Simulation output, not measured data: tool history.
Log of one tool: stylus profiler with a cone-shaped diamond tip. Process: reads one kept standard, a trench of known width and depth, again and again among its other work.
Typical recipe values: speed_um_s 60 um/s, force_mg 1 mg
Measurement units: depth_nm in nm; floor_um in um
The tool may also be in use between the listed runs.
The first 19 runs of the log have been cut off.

| run | hour | speed_um_s | force_mg | scans with this tip | hours of work since the height scale was calibrated | depth_nm | floor_um |
|---|---|---|---|---|---|---|---|
| 20 | 496.2 | 60 | 0.49 | 6028 | 880 | 1003.35 | 25.47 |
| 21 | 534.8 | 167 | 0.84 | 6143 | 897 | 1005.22 | 24.94 |
| 22 | 570.8 | 167 | 0.84 | 6252 | 912 | 1004.98 | 24.96 |
| 23 | 595.7 | 170 | 1.95 | 6326 | 923 | 1008.47 | 25.35 |
| 24 | 632 | 54 | 0.68 | 6435 | 939 | 1004.16 | 25.64 |
| 25 | 671.1 | 32 | 1 | 6552 | 956 | 1004.98 | 25.83 |
| 26 | 691.9 | 75 | 1 | 6615 | 965 | 1005.84 | 25.57 |
| 27 | 722.6 | 89 | 0.63 | 6707 | 979 | 1004.23 | 25.41 |
| 28 | 751.8 | 60 | 0.84 | 6795 | 992 | 1004.53 | 25.59 |
| 29 | 773.3 | 41 | 2.7 | 6859 | 1001 | 1010.91 | 25.84 |
| 30 | 794.5 | 221 | 1 | 6923 | 1010 | 1005.14 | 24.77 |
| 31 | 824.9 | 189 | 1 | 7014 | 1024 | 1005.16 | 24.95 |
| 32 | 847.5 | 189 | 1 | 7082 | 1034 | 1005.18 | 24.92 |
| 33 | 869.5 | 60 | 0.87 | 7148 | 1043 | 1005.14 | 25.64 |
| 34 | 904.7 | 125 | 1.79 | 7253 | 1059 | 1008.21 | 25.41 |
| 35 | 942.2 | 21 | 0.64 | 7366 | 1075 | 1004.45 | 25.82 |
| 36 | 961.4 | 21 | 1.87 | 7423 | 1083 | 1008.2 | 25.91 |
| 37 | 979.6 | 42 | 0.87 | 7478 | 1091 | 1005.17 | 25.71 |
| 38 | 1003.6 | 51 | 0.86 | 7550 | 1102 | 1004.56 | 25.65 |
| 39 | 1022.2 | 63 | 0.44 | 7606 | 1110 | 1003.67 | 25.42 |
| 40 | 1040 | 61 | 1.72 | 7659 | 1118 | 1008.08 | 25.77 |

5 ways to go on from here, each from the tool as it stands after run 40. What would each give?
| A | 1057.8 | 37 | 2.36 | 7713 | 1126 | ? | ? |
| B | 1057.8 | 211 | 1.46 | 7713 | 1126 | ? | ? |
| C | 1057.8 | 18 | 1.72 | 7713 | 1126 | ? | ? |
| D | 1057.8 | 57 | 0.93 | 7713 | 1126 | ? | ? |
| E | 1057.8 | 129 | 1.72 | 7713 | 1126 | ? | ? |

| run | depth_nm | floor_um |
|---|---|---|
| A | 1009.93 | 25.86 |
| B | 1006.86 | 25 |
| C | 1007.93 | 25.89 |
| D | 1004.92 | 25.62 |
| E | 1007.86 | 25.43 |
With the hidden condition removed and each run's random variation left untouched, the same runs would have given:
| run | depth_nm | floor_um |
|---|---|---|
| A | 1009.97 | 25.88 |
| B | 1006.9 | 25.02 |
| C | 1007.98 | 25.9 |
| D | 1004.96 | 25.63 |
| E | 1007.9 | 25.44 |
